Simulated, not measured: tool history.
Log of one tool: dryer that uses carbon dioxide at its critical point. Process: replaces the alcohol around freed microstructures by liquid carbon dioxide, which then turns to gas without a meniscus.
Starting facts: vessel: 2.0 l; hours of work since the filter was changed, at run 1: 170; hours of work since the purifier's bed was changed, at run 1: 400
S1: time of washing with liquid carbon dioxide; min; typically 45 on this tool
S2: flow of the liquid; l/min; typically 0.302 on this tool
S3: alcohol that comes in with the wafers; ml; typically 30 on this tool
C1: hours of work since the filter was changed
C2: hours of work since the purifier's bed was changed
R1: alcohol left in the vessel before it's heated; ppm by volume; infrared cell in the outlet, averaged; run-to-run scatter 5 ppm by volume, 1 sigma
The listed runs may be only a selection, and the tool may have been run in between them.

| run | day | S1 | S2 | S3 | C1 | C2 | R1 |
|---|---|---|---|---|---|---|---|
| 1 | 0.000 | 45 | 0.302 | 30 | 170 | 400 | 117 |
| 2 | 0.912 | 45 | 0.319 | 30 | 177 | 407 | 99 |
| 3 | 2.025 | 45 | 0.413 | 30 | 185 | 415 | 85 |
| 4 | 2.675 | 45 | 0.302 | 30 | 190 | 420 | 119 |
| 5 | 3.750 | 64 | 0.302 | 30 | 198 | 428 | 91 |
| 6 | 4.500 | 32 | 0.255 | 35 | 204 | 434 | 624 |
| 7 | 5.996 | 39 | 0.481 | 26 | 215 | 445 | 85 |
| 8 | 7.512 | 39 | 0.481 | 26 | 226 | 456 | 87 |
| 9 | 8.471 | 59 | 0.337 | 87 | 233 | 463 | 107 |
| 10 | 9.721 | 59 | 0.337 | 87 | 243 | 472 | 102 |

Below are 5 alternative next runs, each starting from the tool's condition after run 10. Predict each:
| A | 11.088 | 59 | 0.337 | 46 | 253 | 483 | ? |
| B | 11.088 | 65 | 0.275 | 73 | 253 | 483 | ? |
| C | 11.088 | 41 | 0.341 | 108 | 253 | 483 | ? |
| D | 11.088 | 59 | 0.248 | 87 | 253 | 483 | ? |
| E | 11.088 | 54 | 0.263 | 24 | 253 | 483 | ? |

| run | R1 |
|---|---|
| A | 109 |
| B | 103 |
| C | 237 |
| D | 186 |
| E | 117 |
The same runs, with their run-to-run variation unchanged, on a tool lacking any hidden condition would have given:
| run | R1 |
|---|---|
| A | 20 |
| B | 8 |
| C | 92 |
| D | 62 |
| E | 18 |
